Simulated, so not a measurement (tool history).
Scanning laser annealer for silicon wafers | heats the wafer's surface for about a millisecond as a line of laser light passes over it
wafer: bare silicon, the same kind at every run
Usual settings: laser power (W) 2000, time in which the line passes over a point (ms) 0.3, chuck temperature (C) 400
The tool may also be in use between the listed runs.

run	hour	laser power (W)	time in which the line passes over a point (ms)	chuck temperature (C)	highest temperature of the surface (C)
1	0	2000	0.3	400	1191
2	49.8	2000	0.3	400	1189
3	98.4	2055	0.3	400	1209
4	138.8	2055	0.3	400	1209
5	173.7	2000	0.3	361	1149
6	212.2	2000	0.3	400	1181
7	267.5	2000	0.3	365	1150
8	351.3	1858	0.367	401	1212
9	397.1	1858	0.367	401	1206
# hour 414.4: optics aligned, line set to its width
10	481.2	1799	0.37	400	1196
11	561.9	1799	0.37	400	1190
12	628.8	1799	0.37	400	1194

3 ways to go on from here, each from the tool as it stands after run 12. What would each give?
A	705.8	2000	0.304	400	?
B	705.8	1984	0.224	400	?
C	705.8	1799	0.252	436	?

run	highest temperature of the surface (C)
A	1186
B	1057
C	1067
Without the tool's hidden state the same runs would have given:
run	highest temperature of the surface (C)
A	1223
B	1088
C	1097

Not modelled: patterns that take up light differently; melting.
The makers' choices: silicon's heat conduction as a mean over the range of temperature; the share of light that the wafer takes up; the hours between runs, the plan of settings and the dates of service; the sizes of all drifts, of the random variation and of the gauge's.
